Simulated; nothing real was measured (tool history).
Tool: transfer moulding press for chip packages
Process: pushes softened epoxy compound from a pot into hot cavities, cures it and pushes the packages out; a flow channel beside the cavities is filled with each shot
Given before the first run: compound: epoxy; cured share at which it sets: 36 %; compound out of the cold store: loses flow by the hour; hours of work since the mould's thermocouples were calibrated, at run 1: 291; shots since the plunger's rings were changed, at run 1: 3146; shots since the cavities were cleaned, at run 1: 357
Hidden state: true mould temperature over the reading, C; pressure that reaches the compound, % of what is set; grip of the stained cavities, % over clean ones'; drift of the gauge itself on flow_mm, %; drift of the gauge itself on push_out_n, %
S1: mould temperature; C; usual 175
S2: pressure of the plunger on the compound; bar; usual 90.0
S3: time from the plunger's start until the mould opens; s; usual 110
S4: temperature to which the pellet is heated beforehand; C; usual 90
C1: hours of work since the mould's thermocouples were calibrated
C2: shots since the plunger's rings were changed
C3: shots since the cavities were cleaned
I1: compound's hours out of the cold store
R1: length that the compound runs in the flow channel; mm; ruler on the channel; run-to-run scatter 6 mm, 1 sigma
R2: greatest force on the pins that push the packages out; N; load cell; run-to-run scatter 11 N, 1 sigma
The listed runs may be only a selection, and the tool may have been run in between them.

{"run": 1, "hour": 0.0, "S1": 175, "S2": 90.0, "S3": 110, "S4": 90, "C1": 291, "C2": 3146, "C3": 357, "I1": 30.4, "R1": 589, "R2": 728}
{"hour": 8.9, "done": "cavities cleaned with cleaning compound and waxed"}
{"hour": 49.9, "done": "cavities cleaned with cleaning compound and waxed"}
{"run": 2, "hour": 82.6, "S1": 175, "S2": 90.0, "S3": 110, "S4": 89, "C1": 345, "C2": 4124, "C3": 401, "I1": 34.5, "R1": 577, "R2": 778}
{"hour": 89.1, "done": "cavities cleaned with cleaning compound and waxed"}
{"hour": 131.5, "done": "plunger's sealing rings changed"}
{"hour": 133.0, "done": "cavities cleaned with cleaning compound and waxed"}
{"run": 3, "hour": 153.9, "S1": 175, "S2": 90.0, "S3": 110, "S4": 89, "C1": 390, "C2": 258, "C3": 258, "I1": 10.8, "R1": 662, "R2": 665}
{"hour": 171.6, "done": "cavities cleaned with cleaning compound and waxed"}
{"hour": 211.8, "done": "cavities cleaned with cleaning compound and waxed"}
{"run": 4, "hour": 241.8, "S1": 175, "S2": 90.0, "S3": 110, "S4": 89, "C1": 447, "C2": 1300, "C3": 368, "I1": 31.6, "R1": 601, "R2": 749}
{"hour": 254.3, "done": "cavities cleaned with cleaning compound and waxed"}
{"hour": 293.2, "done": "cavities cleaned with cleaning compound and waxed"}
{"run": 5, "hour": 329.1, "S1": 175, "S2": 90.0, "S3": 110, "S4": 89, "C1": 504, "C2": 2336, "C3": 441, "I1": 30.5, "R1": 600, "R2": 760}
{"hour": 337.6, "done": "cavities cleaned with cleaning compound and waxed"}
{"hour": 382.8, "done": "cavities cleaned with cleaning compound and waxed"}
{"run": 6, "hour": 385.9, "S1": 175, "S2": 90.0, "S3": 110, "S4": 92, "C1": 541, "C2": 2997, "C3": 37, "I1": 9.4, "R1": 631, "R2": 548}
{"hour": 424.6, "done": "cavities cleaned with cleaning compound and waxed"}
{"hour": 463.2, "done": "cavities cleaned with cleaning compound and waxed"}
{"run": 7, "hour": 463.2, "S1": 175, "S2": 90.0, "S3": 110, "S4": 92, "C1": 591, "C2": 3910, "C3": 0, "I1": 41.4, "R1": 560, "R2": 477}
{"hour": 501.3, "done": "cavities cleaned with cleaning compound and waxed"}
{"hour": 532.7, "done": "plunger's sealing rings changed"}
{"run": 8, "hour": 534.0, "S1": 175, "S2": 90.0, "S3": 110, "S4": 92, "C1": 636, "C2": 17, "C3": 372, "I1": 22.8, "R1": 646, "R2": 763}
{"hour": 543.2, "done": "cavities cleaned with cleaning compound and waxed"}
{"hour": 581.3, "done": "cavities cleaned with cleaning compound and waxed"}
{"hour": 587.8, "done": "mould's thermocouples calibrated"}
{"run": 9, "hour": 587.8, "S1": 178, "S2": 90.0, "S3": 110, "S4": 90, "C1": 0, "C2": 617, "C3": 56, "I1": 21.5, "R1": 634, "R2": 482}
{"hour": 626.0, "done": "cavities cleaned with cleaning compound and waxed"}
{"run": 10, "hour": 638.1, "S1": 178, "S2": 90.0, "S3": 110, "S4": 90, "C1": 33, "C2": 1216, "C3": 148, "I1": 30.8, "R1": 612, "R2": 561}
{"hour": 669.1, "done": "cavities cleaned with cleaning compound and waxed"}
{"run": 11, "hour": 700.8, "S1": 178, "S2": 90.0, "S3": 110, "S4": 90, "C1": 74, "C2": 1967, "C3": 388, "I1": 11.2, "R1": 640, "R2": 700}
{"hour": 708.4, "done": "cavities cleaned with cleaning compound and waxed"}
{"hour": 751.9, "done": "cavities cleaned with cleaning compound and waxed"}
{"run": 12, "hour": 764.7, "S1": 178, "S2": 90.0, "S3": 110, "S4": 90, "C1": 116, "C2": 2717, "C3": 158, "I1": 16.1, "R1": 624, "R2": 574}
{"hour": 794.5, "done": "cavities cleaned with cleaning compound and waxed"}
{"hour": 834.7, "done": "cavities cleaned with cleaning compound and waxed"}
{"run": 13, "hour": 836.9, "S1": 178, "S2": 90.0, "S3": 110, "S4": 90, "C1": 162, "C2": 3566, "C3": 26, "I1": 47.4, "R1": 537, "R2": 472}
{"hour": 875.3, "done": "cavities cleaned with cleaning compound and waxed"}
{"run": 14, "hour": 884.9, "S1": 178, "S2": 90.0, "S3": 110, "S4": 90, "C1": 194, "C2": 4138, "C3": 118, "I1": 42.0, "R1": 546, "R2": 553}
{"hour": 916.9, "done": "cavities cleaned with cleaning compound and waxed"}
{"hour": 933.8, "done": "plunger's sealing rings changed"}
{"hour": 961.0, "done": "cavities cleaned with cleaning compound and waxed"}
{"run": 15, "hour": 961.0, "S1": 177, "S2": 90.0, "S3": 103, "S4": 90, "C1": 242, "C2": 316, "C3": 0, "I1": 16.5, "R1": 639, "R2": 543}
{"hour": 1002.5, "done": "cavities cleaned with cleaning compound and waxed"}
{"hour": 1041.2, "done": "cavities cleaned with cleaning compound and waxed"}
{"run": 16, "hour": 1042.8, "S1": 175, "S2": 101.5, "S3": 113, "S4": 90, "C1": 295, "C2": 1284, "C3": 19, "I1": 10.5, "R1": 690, "R2": 518}

What does the tool deliver on the next run?
{"hour": 1081.6, "done": "cavities cleaned with cleaning compound and waxed"}
{"run": 17, "hour": 1094.2, "S1": 175, "S2": 101.5, "S3": 113, "S4": 90, "C1": 329, "C2": 1898, "C3": 155, "I1": 21.7, "R1": "?", "R2": "?"}

{"run 17": {"R1": 656, "R2": 602}}
Without the tool's hidden state the same run would have given R1 679 mm, R2 484 N.
